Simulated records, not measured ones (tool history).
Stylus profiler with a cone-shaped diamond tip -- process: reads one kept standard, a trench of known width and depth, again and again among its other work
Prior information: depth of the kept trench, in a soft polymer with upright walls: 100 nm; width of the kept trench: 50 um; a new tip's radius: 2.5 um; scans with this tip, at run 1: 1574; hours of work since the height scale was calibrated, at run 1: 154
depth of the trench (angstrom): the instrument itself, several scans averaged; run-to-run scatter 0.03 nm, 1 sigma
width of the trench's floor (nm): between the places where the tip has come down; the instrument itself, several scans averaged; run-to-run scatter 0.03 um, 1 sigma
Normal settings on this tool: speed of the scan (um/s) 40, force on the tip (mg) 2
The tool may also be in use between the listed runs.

| run | hour | speed of the scan (um/s) | force on the tip (mg) | scans with this tip | hours of work since the height scale was calibrated | depth of the trench (angstrom) | width of the trench's floor (nm) |
|---|---|---|---|---|---|---|---|
| 1 | 0 | 40 | 2 | 1574 | 154 | 1007 | 48410 |
| 2 | 46 | 40 | 2 | 1854 | 182 | 1007.1 | 48410 |
| 3 | 79.9 | 40 | 2 | 2059 | 202 | 1006.3 | 48400 |
| 4 | 124 | 40 | 2 | 2327 | 228 | 1006.8 | 48450 |
| 5 | 148.8 | 28 | 2 | 2477 | 243 | 1006.7 | 48450 |
| 6 | 178.7 | 28 | 2 | 2659 | 261 | 1006.8 | 48470 |
| 7 | 221.7 | 40 | 2 | 2919 | 286 | 1006.6 | 48400 |
| 8 | 244 | 40 | 2 | 3055 | 300 | 1006.6 | 48370 |
| 9 | 266.3 | 40 | 2 | 3190 | 313 | 1006.3 | 48400 |
| 10 | 316.4 | 40 | 2 | 3494 | 343 | 1006.7 | 48370 |
| 11 | 364.5 | 40 | 3.6 | 3785 | 371 | 1009.8 | 48390 |
| 12 | 399.5 | 40 | 3.6 | 3998 | 392 | 1009.5 | 48430 |
| 13 | 433.1 | 40 | 1.07 | 4202 | 412 | 1004 | 48290 |
|  | 436.7 | height scale calibrated on a step standard |
| 14 | 479.2 | 40 | 1.51 | 4478 | 25 | 1005.1 | 48280 |
| 15 | 529.4 | 40 | 1.51 | 4783 | 55 | 1005.7 | 48300 |
|  | 548.6 | height scale calibrated on a step standard, once more |
| 16 | 575.6 | 25 | 2 | 5060 | 16 | 1006.2 | 48370 |
| 17 | 596.5 | 14 | 2 | 5187 | 28 | 1006.3 | 48490 |
| 18 | 636.5 | 14 | 2 | 5430 | 52 | 1006.9 | 48480 |
| 19 | 667.6 | 40 | 2 | 5618 | 71 | 1006.7 | 48330 |
| 20 | 719.3 | 40 | 2.75 | 5931 | 101 | 1007.9 | 48390 |
| 21 | 756.3 | 40 | 2.75 | 6156 | 124 | 1007.1 | 48420 |
| 22 | 784.4 | 40 | 2.75 | 6327 | 140 | 1007.8 | 48380 |
| 23 | 825.7 | 40 | 2.75 | 6577 | 165 | 1007.6 | 48380 |
| 24 | 855.7 | 15 | 1 | 6759 | 183 | 1003 | 48370 |
| 25 | 879.8 | 38 | 3.1 | 6905 | 197 | 1008.6 | 48390 |
| 26 | 917.8 | 133 | 3.56 | 7135 | 220 | 1009 | 48110 |
| 27 | 964.6 | 133 | 3.56 | 7420 | 247 | 1009.4 | 48160 |
| 28 | 1015 | 133 | 3.56 | 7725 | 277 | 1008.5 | 48080 |
| 29 | 1038.7 | 90 | 3.48 | 7869 | 291 | 1009.4 | 48160 |
| 30 | 1061.1 | 90 | 3.48 | 8005 | 305 | 1008.7 | 48220 |
| 31 | 1082.8 | 10 | 2.83 | 8136 | 318 | 1007.9 | 48420 |
| 32 | 1113.8 | 10 | 2.83 | 8325 | 336 | 1007.9 | 48430 |
| 33 | 1155.6 | 23 | 2.05 | 8578 | 361 | 1006.1 | 48330 |
| 34 | 1207.2 | 130 | 0.86 | 8891 | 392 | 1002.7 | 47740 |
| 35 | 1232.7 | 75 | 3.22 | 9046 | 407 | 1008.8 | 48190 |
| 36 | 1257.3 | 75 | 3.22 | 9195 | 422 | 1008.2 | 48250 |
| 37 | 1290.9 | 155 | 0.82 | 9399 | 441 | 1002.4 | 47600 |
| 38 | 1331.1 | 40 | 3.12 | 9642 | 465 | 1007.9 | 48310 |
| 39 | 1359.2 | 41 | 5.16 | 9813 | 482 | 1010.9 | 48360 |
| 40 | 1403.4 | 131 | 0.92 | 10081 | 508 | 1002.9 | 47750 |
| 41 | 1453.7 | 106 | 5.12 | 10386 | 538 | 1011.7 | 48220 |
| 42 | 1474.9 | 106 | 5.12 | 10515 | 551 | 1011.5 | 48180 |
| 43 | 1513.6 | 106 | 5.12 | 10750 | 574 | 1010.7 | 48150 |
| 44 | 1552 | 96 | 1.46 | 10983 | 597 | 1003.7 | 48000 |
| 45 | 1591.4 | 61 | 3.26 | 11221 | 620 | 1007.5 | 48200 |

A few steps of depth of the trench (angstrom) between consecutive runs. Split each: what settings, incoming material and random variation would produce without the hidden state, and what is left over for the hidden state, along with gauge scatter present in only one of the two compared results (measured, and without hidden state):
Hidden state at play: radius of the tip, um; height scale over the true one, %; drift of the gauge itself on depth_nm, %; drift of the gauge itself on floor_um, %.
Run 1 -> 2: settings left as they were, no log entry in between. depth of the trench (angstrom) +0.1: hidden state -0.1, all else +0.2.
Run 13 -> 14: force on the tip (mg) 1.07 -> 1.51, height scale calibrated on a step standard. depth of the trench (angstrom) +1.1: hidden state -0.2, all else +1.3.
Run 15 -> 16: speed of the scan (um/s) 40 -> 25, force on the tip (mg) 1.51 -> 2, height scale calibrated on a step standard, once more. depth of the trench (angstrom) +0.5: hidden state +0.4, all else +0.1.
Run 39 -> 40: speed of the scan (um/s) 41 -> 131, force on the tip (mg) 5.16 -> 0.92. depth of the trench (angstrom) -8: hidden state -0.1, all else -7.9.
Run 40 -> 41: speed of the scan (um/s) 131 -> 106, force on the tip (mg) 0.92 -> 5.12. depth of the trench (angstrom) +8.8: hidden state +0, all else +8.8.
Run 43 -> 44: speed of the scan (um/s) 106 -> 96, force on the tip (mg) 5.12 -> 1.46. depth of the trench (angstrom) -7: hidden state +0, all else -7.
